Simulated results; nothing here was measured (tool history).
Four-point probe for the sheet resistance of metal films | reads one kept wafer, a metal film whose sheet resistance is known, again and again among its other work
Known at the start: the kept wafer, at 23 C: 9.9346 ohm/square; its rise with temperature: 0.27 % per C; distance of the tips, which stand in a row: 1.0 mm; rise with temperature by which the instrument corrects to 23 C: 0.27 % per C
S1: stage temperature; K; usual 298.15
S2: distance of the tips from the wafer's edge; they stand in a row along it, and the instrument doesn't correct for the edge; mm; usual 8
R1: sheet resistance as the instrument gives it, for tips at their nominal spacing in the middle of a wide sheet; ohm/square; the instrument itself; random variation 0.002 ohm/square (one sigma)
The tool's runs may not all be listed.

run   hour      S1  S2         R1
  1    0.0  298.15   8   9.992711
  2   14.6  298.15  15   9.930133
  3   26.8  298.15   9   9.971603
  4   40.6  298.15   8   9.988485
  5   60.3  298.15   8   9.988660
  6   81.6  298.15   8   9.989529
  7   92.8  303.15   8   9.984352
  8  112.4  298.15   8   9.985290
  9  137.3  298.15   7  10.006554
 10  150.9  298.15   7  10.003818
 11  173.7  298.15   7  10.007324
 12  195.0  298.15   7  10.003833
 13  220.2  298.15   7  10.002947
 14  235.8  298.15   7  10.000240
 15  252.7  298.15   7  10.000192
 16  276.5  298.15   8   9.975696
 17  289.4  298.15   8   9.975119
 18  309.3  298.15   8   9.970198
 19  328.4  298.15   8   9.971294
 20  353.7  304.15   8   9.970729
 21  366.1  298.15   8   9.971602
 22  383.5  303.15   8   9.970473
 23  398.4  303.15   8   9.971223
 24  423.3  295.15  23   9.897405
 25  442.1  292.15   7   9.988482
 26  462.1  296.15  18   9.898418
 27  480.2  291.15   5  10.091257
 28  491.2  303.15   3  10.433122
 29  501.6  295.15   4  10.203272
 30  517.8  299.15  70   9.882498
 31  542.7  299.15  70   9.874812
 32  558.7  298.15   9   9.942405
 33  572.2  298.15   9   9.939065
 34  590.6  298.15  11   9.918365
 35  612.6  293.15  17   9.893601
 36  634.6  306.15  54   9.871676
 37  649.5  296.15  62   9.873840
 38  668.5  302.15  10   9.923315
 39  691.6  307.15  14   9.900422
 40  704.2  298.15  15   9.890729
 41  719.3  305.15   5  10.075056
 42  731.0  305.15   5  10.077877
 43  752.6  305.15   5  10.076366
 44  769.3  304.15  53   9.868406
 45  785.2  304.15  53   9.863199
 46  805.8  304.15  53   9.868671

Measured less the same run without the tool's hidden state. The same run-to-run variation is in both; the gauge's scatter may not be:
The hidden state here: inner tips' distance over the nominal, %; tips' flats over new ones', %; wafer's true temperature over the reading, C; drift of the gauge itself on sheet_ohm, %.
run         R1
  1  -0.027038
  2  -0.027645
  3  -0.028431
  4  -0.029298
  5  -0.030486
  6  -0.031724
  7  -0.032448
  8  -0.033427
  9  -0.034936
 10  -0.035685
 11  -0.036992
 12  -0.038116
 13  -0.039559
 14  -0.040398
 15  -0.041333
 16  -0.042677
 17  -0.043451
 18  -0.044605
 19  -0.045730
 20  -0.047118
 21  -0.047690
 22  -0.048891
 23  -0.049732
 24  -0.050570
 25  -0.052012
 26  -0.052557
 27  -0.054486
 28  -0.056976
 29  -0.056308
 30  -0.055688
 31  -0.057016
 32  -0.058226
 33  -0.058968
 34  -0.059809
 35  -0.060779
 36  -0.062150
 37  -0.062811
 38  -0.064351
 39  -0.065517
 40  -0.066055
 41  -0.068187
 42  -0.068835
 43  -0.070127
 44  -0.069646
 45  -0.070545
 46  -0.071716
